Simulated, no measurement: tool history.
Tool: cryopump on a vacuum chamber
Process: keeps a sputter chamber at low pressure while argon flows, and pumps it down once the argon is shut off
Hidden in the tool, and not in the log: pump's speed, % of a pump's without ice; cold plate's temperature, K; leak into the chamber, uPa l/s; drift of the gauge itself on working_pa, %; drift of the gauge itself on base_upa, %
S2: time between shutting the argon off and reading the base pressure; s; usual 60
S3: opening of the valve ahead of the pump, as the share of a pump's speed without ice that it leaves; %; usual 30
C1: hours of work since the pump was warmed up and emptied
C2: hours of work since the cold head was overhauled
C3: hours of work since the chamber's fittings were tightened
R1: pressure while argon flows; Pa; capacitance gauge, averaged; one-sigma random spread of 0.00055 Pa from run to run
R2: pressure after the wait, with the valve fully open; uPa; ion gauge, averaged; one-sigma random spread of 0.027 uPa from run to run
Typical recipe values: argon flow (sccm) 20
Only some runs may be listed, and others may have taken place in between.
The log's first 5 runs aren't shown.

{"run": 6, "hour": 256.1, "argon flow (sccm)": 13, "S2": 60, "S3": 30, "C1": 216, "C2": 216, "C3": 125, "R1": 0.0367, "R2": 1.34}
{"run": 7, "hour": 288.7, "argon flow (sccm)": 13, "S2": 60, "S3": 30, "C1": 230, "C2": 230, "C3": 140, "R1": 0.0367, "R2": 1.4}
{"run": 8, "hour": 347.3, "argon flow (sccm)": 13, "S2": 60, "S3": 30, "C1": 256, "C2": 256, "C3": 166, "R1": 0.038, "R2": 1.46}
{"run": 9, "hour": 379.0, "argon flow (sccm)": 13, "S2": 60, "S3": 30, "C1": 270, "C2": 270, "C3": 180, "R1": 0.0383, "R2": 1.41}
{"run": 10, "hour": 425.9, "argon flow (sccm)": 35, "S2": 60, "S3": 30, "C1": 291, "C2": 291, "C3": 200, "R1": 0.0993, "R2": 1.5}
{"run": 11, "hour": 470.3, "argon flow (sccm)": 20, "S2": 22, "S3": 30, "C1": 311, "C2": 311, "C3": 220, "R1": 0.0582, "R2": 3.28}
{"run": 12, "hour": 502.5, "argon flow (sccm)": 20, "S2": 31, "S3": 30, "C1": 325, "C2": 325, "C3": 234, "R1": 0.0568, "R2": 2.52}
{"run": 13, "hour": 528.4, "argon flow (sccm)": 20, "S2": 31, "S3": 30, "C1": 336, "C2": 336, "C3": 246, "R1": 0.0584, "R2": 2.43}
{"run": 14, "hour": 585.8, "argon flow (sccm)": 20, "S2": 60, "S3": 30, "C1": 362, "C2": 362, "C3": 271, "R1": 0.0576, "R2": 1.6}
{"run": 15, "hour": 624.9, "argon flow (sccm)": 20, "S2": 60, "S3": 30, "C1": 379, "C2": 379, "C3": 289, "R1": 0.0578, "R2": 1.63}
{"run": 16, "hour": 683.8, "argon flow (sccm)": 20, "S2": 60, "S3": 30, "C1": 405, "C2": 405, "C3": 315, "R1": 0.0583, "R2": 1.67}
{"run": 17, "hour": 737.4, "argon flow (sccm)": 20, "S2": 60, "S3": 30, "C1": 429, "C2": 429, "C3": 339, "R1": 0.058, "R2": 1.68}
{"run": 18, "hour": 797.8, "argon flow (sccm)": 8, "S2": 281, "S3": 41, "C1": 456, "C2": 456, "C3": 366, "R1": 0.0174, "R2": 0.89}
{"run": 19, "hour": 841.1, "argon flow (sccm)": 10, "S2": 223, "S3": 46, "C1": 475, "C2": 475, "C3": 385, "R1": 0.0198, "R2": 1.0}
{"run": 20, "hour": 872.6, "argon flow (sccm)": 15, "S2": 240, "S3": 30, "C1": 489, "C2": 489, "C3": 399, "R1": 0.0442, "R2": 0.96}
{"hour": 928.2, "done": "pump warmed up, emptied and cooled again"}
{"run": 21, "hour": 928.3, "argon flow (sccm)": 20, "S2": 54, "S3": 36, "C1": 0, "C2": 512, "C3": 421, "R1": 0.0468, "R2": 1.77}

The next listed run, before its measurement:
{"run": 22, "hour": 959.6, "argon flow (sccm)": 24, "S2": 31, "S3": 18, "C1": 14, "C2": 526, "C3": 435, "R1": "?", "R2": "?"}

{"run 22": {"R1": 0.1111, "R2": 2.68}}
Had the tool carried no hidden state, the very same run would have given R1 0.1108 Pa, R2 2.18 uPa.
